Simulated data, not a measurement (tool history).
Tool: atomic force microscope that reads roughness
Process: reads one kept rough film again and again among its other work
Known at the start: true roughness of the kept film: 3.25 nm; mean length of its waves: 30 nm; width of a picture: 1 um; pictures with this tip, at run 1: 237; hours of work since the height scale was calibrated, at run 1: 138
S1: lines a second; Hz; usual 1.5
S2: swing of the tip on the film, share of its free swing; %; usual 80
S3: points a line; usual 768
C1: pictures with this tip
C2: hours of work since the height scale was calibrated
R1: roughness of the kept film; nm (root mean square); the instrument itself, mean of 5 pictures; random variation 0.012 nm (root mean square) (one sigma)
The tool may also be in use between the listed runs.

| run | hour | S1 | S2 | S3 | C1 | C2 | R1 |
|---|---|---|---|---|---|---|---|
| 1 | 0 | 1.5 | 80 | 768 | 237 | 138 | 2.263 |
| 2 | 9.6 | 1.5 | 80 | 768 | 257 | 144 | 2.247 |
| 3 | 23.9 | 1.5 | 80 | 768 | 288 | 155 | 2.185 |
| 4 | 32.9 | 1.5 | 80 | 768 | 307 | 161 | 2.165 |
| 5 | 47 | 1.5 | 61 | 768 | 336 | 171 | 2.21 |
|  | 52.4 | new tip fitted |
| 6 | 63.4 | 1.5 | 61 | 768 | 23 | 182 | 2.719 |
| 7 | 74.1 | 1.5 | 61 | 768 | 45 | 190 | 2.685 |
| 8 | 82.8 | 1.5 | 61 | 768 | 64 | 196 | 2.644 |
| 9 | 90.5 | 1.5 | 80 | 768 | 80 | 202 | 2.539 |
| 10 | 107 | 1.5 | 80 | 768 | 115 | 213 | 2.449 |
| 11 | 123.2 | 1.5 | 73 | 768 | 149 | 225 | 2.441 |
| 12 | 133.2 | 1.5 | 73 | 768 | 170 | 232 | 2.38 |
| 13 | 140.4 | 1.5 | 73 | 768 | 185 | 237 | 2.368 |
| 14 | 152.4 | 1.5 | 73 | 768 | 210 | 246 | 2.331 |
| 15 | 163.5 | 1.5 | 73 | 768 | 234 | 254 | 2.268 |
| 16 | 178.6 | 1.5 | 73 | 712 | 266 | 264 | 2.246 |
| 17 | 187.3 | 0.64 | 73 | 712 | 284 | 271 | 2.251 |
| 18 | 195.9 | 1.5 | 80 | 460 | 302 | 277 | 2.145 |
| 19 | 204.3 | 1.5 | 80 | 460 | 320 | 283 | 2.127 |
|  | 217.6 | new tip fitted |
| 20 | 218.1 | 0.53 | 88 | 355 | 1 | 292 | 2.728 |
| 21 | 231.1 | 0.56 | 65 | 768 | 28 | 301 | 2.718 |
| 22 | 243.3 | 1.5 | 64 | 768 | 54 | 310 | 2.638 |
| 23 | 258.4 | 2.27 | 83 | 768 | 86 | 321 | 2.413 |
| 24 | 270.5 | 1.5 | 80 | 330 | 111 | 330 | 2.435 |
|  | 273.1 | height scale calibrated on a step standard |
| 25 | 282.8 | 2.72 | 87 | 931 | 135 | 7 | 2.245 |
| 26 | 289.7 | 1.37 | 80 | 768 | 150 | 12 | 2.397 |
| 27 | 305.7 | 1.4 | 80 | 768 | 184 | 23 | 2.341 |
| 28 | 318.6 | 0.58 | 80 | 448 | 211 | 32 | 2.337 |
| 29 | 325.8 | 1.55 | 80 | 314 | 226 | 38 | 2.228 |
| 30 | 339.6 | 1.78 | 66 | 858 | 255 | 47 | 2.257 |
|  | 345.7 | height scale calibrated on a step standard, once more |
| 31 | 351.9 | 0.93 | 68 | 858 | 279 | 4 | 2.25 |
| 32 | 362.8 | 3.83 | 59 | 768 | 302 | 12 | 2.162 |
| 33 | 371.6 | 1.69 | 56 | 737 | 320 | 18 | 2.19 |
| 34 | 381.2 | 1.5 | 62 | 287 | 341 | 25 | 2.143 |
|  | 385.6 | new tip fitted |
| 35 | 397.9 | 1.5 | 62 | 287 | 26 | 37 | 2.697 |
| 36 | 405.9 | 2.28 | 62 | 267 | 43 | 43 | 2.63 |
| 37 | 418.8 | 2.28 | 62 | 267 | 70 | 52 | 2.567 |
| 38 | 427.3 | 2.28 | 62 | 267 | 88 | 58 | 2.527 |

How the hidden state differs across the entries between the runs, from the last listed run before each to the first after it:
Between runs 5 and 6: new tip fitted (hour 52.4)
  radius of the tip, nm: 31.7 -> 12; height scale over the true one, %: -0.09 -> -0.1
  measured less the result without the state, R1: -0.599 -> -0.071 nm (root mean square)
Between runs 19 and 20: new tip fitted (hour 217.6)
  radius of the tip, nm: 31.6 -> 10.5
  measured less the result without the state, R1: -0.577 -> -0.021 nm (root mean square)
Between runs 24 and 25: height scale calibrated on a step standard (hour 273.1)
  radius of the tip, nm: 18.2 -> 19.8; height scale over the true one, %: -0.19 -> -0.28
  measured less the result without the state, R1: -0.253 -> -0.281 nm (root mean square)
Between runs 30 and 31: height scale calibrated on a step standard, once more (hour 345.7)
  radius of the tip, nm: 27.7 -> 29.4; height scale over the true one, %: -0.31 -> 0.07
  measured less the result without the state, R1: -0.508 -> -0.541 nm (root mean square)
Between runs 34 and 35: new tip fitted (hour 385.6)
  radius of the tip, nm: 33.7 -> 12.1; height scale over the true one, %: 0.06 -> 0.05
  measured less the result without the state, R1: -0.629 -> -0.069 nm (root mean square)

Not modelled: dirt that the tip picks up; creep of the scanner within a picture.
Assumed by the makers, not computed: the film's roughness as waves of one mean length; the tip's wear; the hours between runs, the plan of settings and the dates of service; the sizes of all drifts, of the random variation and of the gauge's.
